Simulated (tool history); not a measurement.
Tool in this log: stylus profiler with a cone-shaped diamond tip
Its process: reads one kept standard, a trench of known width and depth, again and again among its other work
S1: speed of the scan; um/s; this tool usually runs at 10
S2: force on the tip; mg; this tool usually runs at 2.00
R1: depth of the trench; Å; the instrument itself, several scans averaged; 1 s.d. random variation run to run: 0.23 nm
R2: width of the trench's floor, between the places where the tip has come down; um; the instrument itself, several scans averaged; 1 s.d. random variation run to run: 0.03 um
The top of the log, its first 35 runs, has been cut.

run   hour  S1    S2       R1     R2
 36  545.2   4  1.95  10106.0  46.07
 37  562.2   4  1.33  10074.9  46.09
 38  578.0  10  1.60  10080.4  45.93
 39  598.9  10  1.60  10089.2  46.04
 40  616.5   3  1.60  10087.2  46.06
 41  629.1   5  3.57  10170.4  46.00
 42  645.3  13  0.71  10037.8  45.87
 43  663.7  13  5.41  10239.4  46.00
 44  681.3   6  4.92  10216.2  45.96
 45  697.6  17  0.95  10050.5  45.85
 46  720.0  17  0.79  10041.6  45.82

Branching from run 46: 5 alternative next runs. What would each branch give?
  A  734.1   8  1.52   ?   ?
  B  734.1  31  3.28   ?   ?
  C  734.1  39  0.87   ?   ?
  D  734.1   4  2.04   ?   ?
  E  734.1   2  4.06   ?   ?

run       R1     R2
  A  10078.2  45.94
  B  10160.8  45.85
  C  10040.3  45.65
  D  10105.1  46.00
  E  10188.2  45.97
With the hidden condition removed and each run's random variation left untouched, the same runs would have given:
run       R1     R2
  A  10116.0  46.49
  B  10198.8  46.40
  C  10077.9  46.20
  D  10143.0  46.55
  E  10226.3  46.52
